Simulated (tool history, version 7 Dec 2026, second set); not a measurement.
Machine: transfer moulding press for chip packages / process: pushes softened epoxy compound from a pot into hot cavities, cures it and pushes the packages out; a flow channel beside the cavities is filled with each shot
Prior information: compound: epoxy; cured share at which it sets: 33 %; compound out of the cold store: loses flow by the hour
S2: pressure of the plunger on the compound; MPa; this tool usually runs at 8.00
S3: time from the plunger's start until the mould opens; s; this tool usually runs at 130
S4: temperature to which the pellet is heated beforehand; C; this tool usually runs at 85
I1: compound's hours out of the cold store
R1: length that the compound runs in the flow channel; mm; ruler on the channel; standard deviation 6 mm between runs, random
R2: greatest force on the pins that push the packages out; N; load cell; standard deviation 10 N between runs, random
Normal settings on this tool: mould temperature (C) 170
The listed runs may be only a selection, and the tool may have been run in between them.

run 1 day=0.000 | mould_temperature_(C)=170 S2=8.00 S3=130 S4=85 | I1=8.0 | R1=1033 R2=619
run 2 day=0.675 | mould_temperature_(C)=170 S2=8.00 S3=130 S4=85 | I1=24.3 | R1=921 R2=630
run 3 day=1.229 | mould_temperature_(C)=170 S2=8.00 S3=130 S4=95 | I1=35.6 | R1=855 R2=619
run 4 day=1.908 | mould_temperature_(C)=170 S2=8.00 S3=130 S4=85 | I1=45.6 | R1=803 R2=664
-- day=2.242 cavities cleaned with cleaning compound and waxed
run 5 day=2.921 | mould_temperature_(C)=170 S2=8.00 S3=130 S4=85 | I1=19.3 | R1=956 R2=703
run 6 day=3.750 | mould_temperature_(C)=170 S2=8.00 S3=130 S4=85 | I1=12.0 | R1=1001 R2=703
run 7 day=4.704 | mould_temperature_(C)=170 S2=8.00 S3=130 S4=84 | I1=14.4 | R1=976 R2=733
run 8 day=5.225 | mould_temperature_(C)=170 S2=8.00 S3=134 S4=84 | I1=31.0 | R1=867 R2=709
run 9 day=5.862 | mould_temperature_(C)=170 S2=8.00 S3=134 S4=84 | I1=18.3 | R1=951 R2=724
run 10 day=6.546 | mould_temperature_(C)=163 S2=8.00 S3=130 S4=85 | I1=18.9 | R1=983 R2=1035
-- day=7.000 cavities cleaned with cleaning compound and waxed
-- day=7.308 cavities cleaned with cleaning compound and waxed, once more
run 11 day=7.321 | mould_temperature_(C)=163 S2=8.00 S3=130 S4=85 | I1=41.5 | R1=847 R2=669
run 12 day=8.058 | mould_temperature_(C)=163 S2=8.00 S3=130 S4=85 | I1=40.5 | R1=844 R2=738
run 13 day=8.512 | mould_temperature_(C)=170 S2=8.00 S3=130 S4=91 | I1=27.0 | R1=900 R2=562
run 14 day=8.992 | mould_temperature_(C)=170 S2=8.00 S3=130 S4=91 | I1=41.2 | R1=805 R2=585
run 15 day=9.558 | mould_temperature_(C)=174 S2=7.12 S3=131 S4=80 | I1=37.4 | R1=781 R2=579
run 16 day=10.392 | mould_temperature_(C)=164 S2=7.12 S3=124 S4=80 | I1=19.4 | R1=912 R2=939
run 17 day=10.908 | mould_temperature_(C)=164 S2=7.09 S3=163 S4=80 | I1=27.5 | R1=866 R2=675
run 18 day=11.517 | mould_temperature_(C)=164 S2=7.09 S3=163 S4=80 | I1=33.6 | R1=817 R2=680
-- day=12.062 cavities cleaned with cleaning compound and waxed
run 19 day=12.442 | mould_temperature_(C)=164 S2=9.98 S3=132 S4=80 | I1=20.0 | R1=1071 R2=696
run 20 day=13.404 | mould_temperature_(C)=171 S2=6.17 S3=118 S4=94 | I1=19.6 | R1=807 R2=567
run 21 day=14.354 | mould_temperature_(C)=177 S2=8.00 S3=130 S4=93 | I1=21.3 | R1=882 R2=553
run 22 day=15.275 | mould_temperature_(C)=177 S2=8.00 S3=130 S4=93 | I1=10.3 | R1=941 R2=587
run 23 day=16.000 | mould_temperature_(C)=170 S2=8.00 S3=127 S4=80 | I1=40.2 | R1=807 R2=644
run 24 day=16.617 | mould_temperature_(C)=170 S2=8.00 S3=127 S4=80 | I1=41.8 | R1=790 R2=716
-- day=16.771 cavities cleaned with cleaning compound and waxed
run 25 day=17.538 | mould_temperature_(C)=165 S2=8.00 S3=142 S4=85 | I1=31.0 | R1=879 R2=579

What will run 26 give?
run 26 day=18.038 | mould_temperature_(C)=165 S2=8.00 S3=112 S4=94 | I1=8.5 | R1=? R2=?

R1: 1009 mm
R2: 954 N
On a tool with no hidden condition, and with the same random variation, this run would have come out at R1 1071 mm, R2 792 N.

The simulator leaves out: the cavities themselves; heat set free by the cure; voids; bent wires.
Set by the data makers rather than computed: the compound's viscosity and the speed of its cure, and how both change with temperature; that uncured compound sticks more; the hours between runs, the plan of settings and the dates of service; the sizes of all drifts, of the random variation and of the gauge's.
